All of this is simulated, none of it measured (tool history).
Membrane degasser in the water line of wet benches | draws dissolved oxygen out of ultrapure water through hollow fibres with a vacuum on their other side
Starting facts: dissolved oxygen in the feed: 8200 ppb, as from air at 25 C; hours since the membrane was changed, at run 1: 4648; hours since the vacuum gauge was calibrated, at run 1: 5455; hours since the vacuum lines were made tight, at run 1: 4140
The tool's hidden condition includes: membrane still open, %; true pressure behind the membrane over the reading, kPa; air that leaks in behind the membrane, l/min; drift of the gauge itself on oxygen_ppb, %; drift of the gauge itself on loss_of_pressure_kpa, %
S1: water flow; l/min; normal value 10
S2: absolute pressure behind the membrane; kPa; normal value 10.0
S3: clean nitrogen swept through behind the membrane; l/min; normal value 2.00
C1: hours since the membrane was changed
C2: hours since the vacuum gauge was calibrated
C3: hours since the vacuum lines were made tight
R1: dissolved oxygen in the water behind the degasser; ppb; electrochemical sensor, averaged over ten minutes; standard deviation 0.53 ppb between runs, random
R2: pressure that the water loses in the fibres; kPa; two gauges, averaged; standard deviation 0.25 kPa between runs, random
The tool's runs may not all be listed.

run      day  S1    S2    S3     C1    C2    C3     R1      R2
  1    0.000  10  10.0  2.00   4648  5455  4140   86.7   68.59
  2   11.883  10  10.0  2.00   4933  5740  4425   86.8   68.10
  3   25.579  10  10.0  2.00   5262  6069  4754   85.5   68.26
  4   38.796  10  10.0  2.00   5579  6386  5071   85.8   68.68
  5   47.254  10  10.0  2.00   5782  6589  5274   86.6   68.66
  6   60.479  10  10.0  2.00   6099  6907  5591   86.9   68.13
  7   68.854   8  10.0  2.00   6300  7108  5792   68.8   54.78
  8   82.704   8  10.0  2.00   6633  7440  6124   68.4   54.15
      91.358  -- vacuum gauge calibrated
  9   93.279   8  10.0  2.00   6886    46  6378   68.9   54.05
 10  105.004   8  10.0  2.00   7167   327  6659   68.6   54.36
 11  118.238   8  10.0  2.00   7485   645  6977   68.2   53.85
 12  128.871   8  10.0  2.00   7740   900  7232   68.9   54.31
 13  141.988   8  10.0  2.00   8055  1215  7547   67.8   53.70
 14  156.496   6  10.0  2.00   8403  1563  7895   50.9   40.41
 15  168.296   6  10.0  2.00   8687  1847  8178   51.4   40.30
     173.804  -- seals of the vacuum lines changed
 16  176.054  12  10.0  2.00   8871  2031    54  105.3   80.66
     180.958  -- gauge calibrated
 17  187.338   8  10.9  3.55   9141  2302   325   44.8   55.01
 18  198.375  11  10.9  3.12   9406  2566   590   71.7   75.33
 19  204.354   6   9.8  3.06   9550  2710   733   33.1   41.00
 20  215.779   6   9.8  3.06   9824  2984  1007   32.4   41.29
 21  227.933  14  22.6  3.58  10116  3276  1299  193.9   95.92
 22  234.825  15  15.2  5.19  10281  3441  1465   98.7  101.52
 23  246.600  10   9.1  1.78  10564  3724  1747   84.2   68.30
 24  259.392   9  24.5  1.12  10871  4031  2054  393.3   61.52
 25  266.433  10  10.0  1.17  11040  4200  2223  139.5   68.53
 26  278.888  10  15.6  3.50  11339  4499  2522   91.2   67.94
 27  285.029  11   7.7  3.50  11486  4646  2669   40.5   74.67
 28  292.942   7  23.4  3.50  11676  4836  2859  101.9   47.37
 29  302.933   7  23.4  3.50  11916  5076  3099  100.9   47.46
 30  313.358  10   7.6  0.92  12166  5326  3349  114.7   67.62
     325.167  -- gauge calibrated
 31  327.138   9  10.0  1.01  12497  5657  3680  144.7   61.83
 32  335.429   9  10.0  1.01  12696  5856  3879  145.3   62.24

Here are 4 independent what-if runs from the current tool condition. What would each one return?
  A  344.992  10   6.3  2.00  12925  6085  4109   ?   ?
  B  344.992  14  24.1  1.96  12925  6085  4109   ?   ?
  C  344.992   9  10.0  1.01  12925  6085  4109   ?   ?
  D  344.992  15  21.3  2.00  12925  6085  4109   ?   ?

run     R1      R2
  A   40.8   68.36
  B  354.7   96.12
  C  146.2   61.57
  D  328.3  103.01
Had the tool no hidden state, the same runs would have come out as:
run     R1      R2
  A   40.7   68.47
  B  354.5   96.27
  C  146.1   61.66
  D  328.2  103.17

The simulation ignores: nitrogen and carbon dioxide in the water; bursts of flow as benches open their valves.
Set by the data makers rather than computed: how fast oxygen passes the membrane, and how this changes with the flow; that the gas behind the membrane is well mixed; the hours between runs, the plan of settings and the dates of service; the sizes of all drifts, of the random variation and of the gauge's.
